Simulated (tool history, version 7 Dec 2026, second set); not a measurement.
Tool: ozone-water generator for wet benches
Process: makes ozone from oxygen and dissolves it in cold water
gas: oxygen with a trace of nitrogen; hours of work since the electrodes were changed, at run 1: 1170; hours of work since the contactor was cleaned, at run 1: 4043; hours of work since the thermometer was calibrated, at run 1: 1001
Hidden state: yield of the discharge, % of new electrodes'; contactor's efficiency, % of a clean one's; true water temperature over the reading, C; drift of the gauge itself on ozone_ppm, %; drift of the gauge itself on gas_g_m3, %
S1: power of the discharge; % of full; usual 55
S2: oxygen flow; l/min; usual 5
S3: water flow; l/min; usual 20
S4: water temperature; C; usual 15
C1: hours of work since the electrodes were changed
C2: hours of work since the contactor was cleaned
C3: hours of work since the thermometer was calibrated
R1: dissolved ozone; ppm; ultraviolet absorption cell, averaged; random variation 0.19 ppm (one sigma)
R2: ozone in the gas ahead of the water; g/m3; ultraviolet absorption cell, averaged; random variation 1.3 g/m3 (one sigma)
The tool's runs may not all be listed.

| run | day | S1 | S2 | S3 | S4 | C1 | C2 | C3 | R1 | R2 |
|---|---|---|---|---|---|---|---|---|---|---|
| 1 | 0 | 55 | 5 | 20 | 15 | 1170 | 4043 | 1001 | 25.1 | 227.3 |
| 2 | 0.604 | 55 | 5 | 14 | 15 | 1184 | 4057 | 1015 | 33.4 | 232.4 |
| 3 | 1.233 | 55 | 7.51 | 14 | 15 | 1199 | 4071 | 1029 | 32.6 | 187.9 |
| 4 | 2.388 | 55 | 7.51 | 14 | 15 | 1225 | 4098 | 1056 | 32.6 | 189.8 |
| 5 | 3.35 | 55 | 2.99 | 20 | 15 | 1247 | 4120 | 1078 | 23 | 293.7 |
| 6 | 4.104 | 55 | 2.99 | 20 | 15 | 1265 | 4137 | 1095 | 23.3 | 293.7 |
| 7 | 4.838 | 55 | 2.99 | 20 | 15 | 1282 | 4154 | 1112 | 23.2 | 291.9 |
| 8 | 5.904 | 55 | 5 | 23 | 15 | 1306 | 4179 | 1137 | 22.4 | 229.7 |
| 9 | 6.992 | 55 | 5 | 23 | 15 | 1332 | 4204 | 1162 | 22.6 | 227.8 |
| 10 | 7.558 | 55 | 5 | 23 | 15 | 1345 | 4217 | 1175 | 22.2 | 227.1 |
| 11 | 8.65 | 55 | 5 | 23 | 12 | 1370 | 4242 | 1200 | 23.3 | 226.8 |
|  | 8.896 | contactor cleaned |
| 12 | 10.125 | 55 | 5 | 23 | 12 | 1400 | 28 | 1231 | 23.3 | 227.1 |
| 13 | 10.733 | 55 | 5 | 23 | 12 | 1414 | 42 | 1245 | 22.8 | 230.4 |
| 14 | 11.329 | 44 | 5 | 20 | 15 | 1428 | 56 | 1258 | 21.7 | 197.8 |
| 15 | 12.071 | 44 | 5 | 20 | 15 | 1445 | 73 | 1275 | 21.5 | 197.5 |
| 16 | 13.058 | 99 | 5 | 20 | 15 | 1468 | 96 | 1298 | 35.6 | 328.2 |
|  | 13.85 | contactor cleaned, once more |
| 17 | 14.288 | 99 | 5 | 20 | 15 | 1492 | 10 | 1323 | 36.7 | 326.1 |
| 18 | 15.492 | 99 | 5 | 20 | 15 | 1520 | 38 | 1351 | 36.7 | 327.7 |
| 19 | 16.408 | 99 | 5 | 20 | 15 | 1541 | 59 | 1372 | 37 | 327.2 |
| 20 | 17.721 | 86 | 8.85 | 18 | 18 | 1571 | 89 | 1402 | 35.1 | 230.4 |
| 21 | 18.483 | 74 | 3.05 | 24 | 14 | 1589 | 107 | 1420 | 23.9 | 347.5 |
| 22 | 19.092 | 74 | 3.05 | 24 | 14 | 1603 | 121 | 1434 | 24.1 | 345.5 |
| 23 | 19.892 | 55 | 6.99 | 20 | 15 | 1621 | 139 | 1452 | 26.5 | 194.5 |
| 24 | 20.971 | 87 | 6.82 | 20 | 15 | 1646 | 164 | 1477 | 34.7 | 258.1 |
| 25 | 21.583 | 87 | 6.82 | 20 | 15 | 1661 | 179 | 1491 | 34.4 | 259.6 |
| 26 | 22.475 | 66 | 3.51 | 21 | 7 | 1681 | 199 | 1512 | 28.2 | 299.7 |
| 27 | 23.329 | 58 | 7.01 | 21 | 16 | 1701 | 219 | 1531 | 25.3 | 201.5 |
| 28 | 24.325 | 58 | 7.01 | 21 | 16 | 1724 | 242 | 1554 | 26 | 199.6 |
| 29 | 25.246 | 55 | 5 | 20 | 23 | 1745 | 263 | 1576 | 23 | 226.6 |
| 30 | 25.783 | 55 | 5 | 20 | 23 | 1757 | 275 | 1588 | 22.5 | 228 |
| 31 | 26.721 | 45 | 5 | 12 | 21 | 1779 | 297 | 1610 | 28.9 | 201.7 |
| 32 | 27.667 | 45 | 5 | 12 | 21 | 1801 | 319 | 1632 | 29.4 | 198.9 |

Forecast each of these 4 alternatives for the next run:
| A | 28.721 | 63 | 5 | 14 | 21 | 1825 | 343 | 1656 | ? | ? |
| B | 28.721 | 55 | 5 | 15 | 12 | 1825 | 343 | 1656 | ? | ? |
| C | 28.721 | 49 | 6.46 | 24 | 21 | 1825 | 343 | 1656 | ? | ? |
| D | 28.721 | 68 | 5 | 20 | 15 | 1825 | 343 | 1656 | ? | ? |

| run | R1 | R2 |
|---|---|---|
| A | 32.7 | 245.7 |
| B | 33.1 | 226.3 |
| C | 19.1 | 188.1 |
| D | 29 | 257.3 |
Without the tool's hidden state the same runs would have given:
| run | R1 | R2 |
|---|---|---|
| A | 34.5 | 257.9 |
| B | 34.8 | 236.6 |
| C | 20 | 195.8 |
| D | 30.7 | 270.7 |
